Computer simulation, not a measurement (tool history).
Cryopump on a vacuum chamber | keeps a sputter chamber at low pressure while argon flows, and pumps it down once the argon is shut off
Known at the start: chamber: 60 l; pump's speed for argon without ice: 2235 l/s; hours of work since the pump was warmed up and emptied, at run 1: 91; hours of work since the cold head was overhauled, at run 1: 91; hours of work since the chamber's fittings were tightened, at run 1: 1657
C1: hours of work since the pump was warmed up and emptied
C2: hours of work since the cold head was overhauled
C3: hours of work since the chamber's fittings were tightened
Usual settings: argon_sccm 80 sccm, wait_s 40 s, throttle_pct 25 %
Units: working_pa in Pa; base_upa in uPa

Run 1, hour 0.0: usual settings; C1 91; C2 91; C3 1657. Result: working_pa 0.2416 Pa, base_upa 1.57 uPa.
Run 2, hour 33.1: usual settings; C1 105; C2 105; C3 1671. Result: working_pa 0.2441 Pa, base_upa 1.62 uPa.
Run 3, hour 58.8: usual settings; C1 115; C2 115; C3 1681. Result: working_pa 0.2452 Pa, base_upa 1.59 uPa.
Run 4, hour 86.7: usual settings but throttle_pct 30 %; C1 127; C2 127; C3 1693. Result: working_pa 0.2039 Pa, base_upa 1.59 uPa.
Run 5, hour 110.3: usual settings but throttle_pct 30 %; C1 136; C2 136; C3 1702. Result: working_pa 0.2039 Pa, base_upa 1.59 uPa.
Run 6, hour 130.8: usual settings; C1 145; C2 145; C3 1711. Result: working_pa 0.2456 Pa, base_upa 1.61 uPa.
Run 7, hour 148.9: usual settings but throttle_pct 30 %; C1 152; C2 152; C3 1718. Result: working_pa 0.2046 Pa, base_upa 1.60 uPa.
Run 8, hour 182.4: usual settings but throttle_pct 30 %; C1 165; C2 165; C3 1732. Result: working_pa 0.2044 Pa, base_upa 1.57 uPa.
Run 9, hour 216.1: usual settings but throttle_pct 30 %; C1 179; C2 179; C3 1745. Result: working_pa 0.2035 Pa, base_upa 1.61 uPa.
Run 10, hour 237.8: usual settings but throttle_pct 27 %; C1 188; C2 188; C3 1754. Result: working_pa 0.2282 Pa, base_upa 1.61 uPa.
Run 11, hour 252.0: usual settings but argon_sccm 37 sccm, wait_s 23 s; C1 194; C2 194; C3 1760. Result: working_pa 0.1140 Pa, base_upa 2.56 uPa.
Run 12, hour 269.5: usual settings but argon_sccm 111 sccm, wait_s 229 s, throttle_pct 35 %; C1 201; C2 201; C3 1767. Result: working_pa 0.2429 Pa, base_upa 0.48 uPa.

Run 13 comes next. What will it give?
Run 13, hour 304.3: usual settings but argon_sccm 111 sccm, wait_s 229 s, throttle_pct 35 %; C1 215; C2 215; C3 1781. Result: working_pa ?, base_upa ?.

Run 13 gave working_pa 0.2461 Pa, base_upa 0.51 uPa.
Without the tool's hidden state the same run would have given working_pa 0.2403 Pa, base_upa 0.37 uPa.

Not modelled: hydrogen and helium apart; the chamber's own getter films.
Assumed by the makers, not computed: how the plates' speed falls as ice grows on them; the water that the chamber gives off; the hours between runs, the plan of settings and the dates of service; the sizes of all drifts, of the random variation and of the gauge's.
